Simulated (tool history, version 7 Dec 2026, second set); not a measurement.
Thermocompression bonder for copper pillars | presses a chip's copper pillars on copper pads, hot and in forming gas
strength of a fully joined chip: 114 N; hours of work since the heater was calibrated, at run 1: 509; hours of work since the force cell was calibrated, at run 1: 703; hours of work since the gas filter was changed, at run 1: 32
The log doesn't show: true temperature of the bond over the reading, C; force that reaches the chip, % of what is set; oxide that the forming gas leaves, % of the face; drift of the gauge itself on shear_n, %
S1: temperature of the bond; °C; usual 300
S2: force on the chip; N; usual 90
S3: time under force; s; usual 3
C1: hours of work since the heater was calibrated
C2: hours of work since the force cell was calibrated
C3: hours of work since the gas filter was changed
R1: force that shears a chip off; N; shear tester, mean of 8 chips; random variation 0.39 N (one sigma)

| run | day | S1 | S2 | S3 | C1 | C2 | C3 | R1 |
|---|---|---|---|---|---|---|---|---|
| 1 | 0 | 300 | 90 | 3 | 509 | 703 | 32 | 46.5 |
| 2 | 1.367 | 300 | 90 | 3 | 528 | 721 | 50 | 47.2 |
| 3 | 2.233 | 300 | 63 | 3 | 540 | 733 | 62 | 37.9 |
| 4 | 3.162 | 300 | 63 | 3 | 552 | 746 | 75 | 37.2 |
| 5 | 4.196 | 300 | 63 | 3 | 566 | 760 | 89 | 36.5 |
| 6 | 5.5 | 300 | 63 | 3 | 584 | 777 | 106 | 37.6 |
| 7 | 6.862 | 300 | 63 | 3 | 603 | 796 | 125 | 36.6 |
|  | 7.738 | forming gas filter changed |
| 8 | 8.338 | 300 | 63 | 3 | 622 | 816 | 8 | 38.9 |
| 9 | 9.488 | 300 | 83 | 3 | 638 | 831 | 24 | 45.3 |
|  | 9.679 | heater calibrated with a thermocouple chip |
|  | 9.742 | force cell calibrated |
| 10 | 10.683 | 300 | 90 | 3 | 13 | 13 | 38 | 41.5 |
| 11 | 11.792 | 300 | 90 | 3 | 28 | 28 | 53 | 41.5 |
|  | 13.308 | force cell calibrated, once more |
| 12 | 13.721 | 300 | 90 | 3 | 53 | 6 | 78 | 43.2 |
| 13 | 15.438 | 300 | 90 | 3 | 76 | 29 | 102 | 43.1 |
| 14 | 17.304 | 330 | 90 | 3 | 102 | 54 | 127 | 55 |
|  | 18.033 | forming gas filter changed |
| 15 | 18.271 | 330 | 90 | 3 | 115 | 67 | 3 | 58.2 |
| 16 | 19.425 | 330 | 90 | 3 | 130 | 83 | 19 | 57.9 |
| 17 | 21.242 | 325 | 56 | 2 | 155 | 107 | 44 | 36.1 |
| 18 | 22.454 | 325 | 56 | 2 | 171 | 124 | 60 | 36.7 |
| 19 | 23.629 | 304 | 75 | 4 | 187 | 140 | 76 | 46.6 |
| 20 | 24.654 | 291 | 75 | 4 | 201 | 154 | 90 | 41.2 |
| 21 | 26.271 | 291 | 100 | 3 | 223 | 176 | 112 | 42.4 |
| 22 | 27.888 | 311 | 100 | 3 | 245 | 198 | 134 | 51 |
|  | 28.133 | forming gas filter changed |
| 23 | 29.662 | 273 | 130 | 4 | 269 | 221 | 21 | 47.6 |
| 24 | 31.412 | 295 | 90 | 2 | 293 | 245 | 44 | 36.4 |
| 25 | 32.492 | 295 | 90 | 2 | 307 | 260 | 59 | 36.4 |
| 26 | 33.775 | 313 | 62 | 3 | 325 | 277 | 77 | 41.7 |
| 27 | 35.029 | 280 | 88 | 3 | 342 | 294 | 94 | 35.5 |
| 28 | 36.858 | 280 | 88 | 3 | 367 | 319 | 118 | 35 |
|  | 38.192 | forming gas filter changed |
| 29 | 38.683 | 293 | 90 | 6 | 391 | 343 | 7 | 55.8 |

3 ways to go on from here, each from the tool as it stands after run 29. What would each give?
| A | 40.558 | 300 | 68 | 3 | 416 | 369 | 32 | ? |
| B | 40.558 | 295 | 74 | 4 | 416 | 369 | 32 | ? |
| C | 40.558 | 293 | 82 | 6 | 416 | 369 | 32 | ? |

| run | R1 |
|---|---|
| A | 39.2 |
| B | 44.1 |
| C | 53.1 |
Without the tool's hidden state the same runs would have given:
| run | R1 |
|---|---|
| A | 37.6 |
| B | 42.3 |
| C | 51.2 |

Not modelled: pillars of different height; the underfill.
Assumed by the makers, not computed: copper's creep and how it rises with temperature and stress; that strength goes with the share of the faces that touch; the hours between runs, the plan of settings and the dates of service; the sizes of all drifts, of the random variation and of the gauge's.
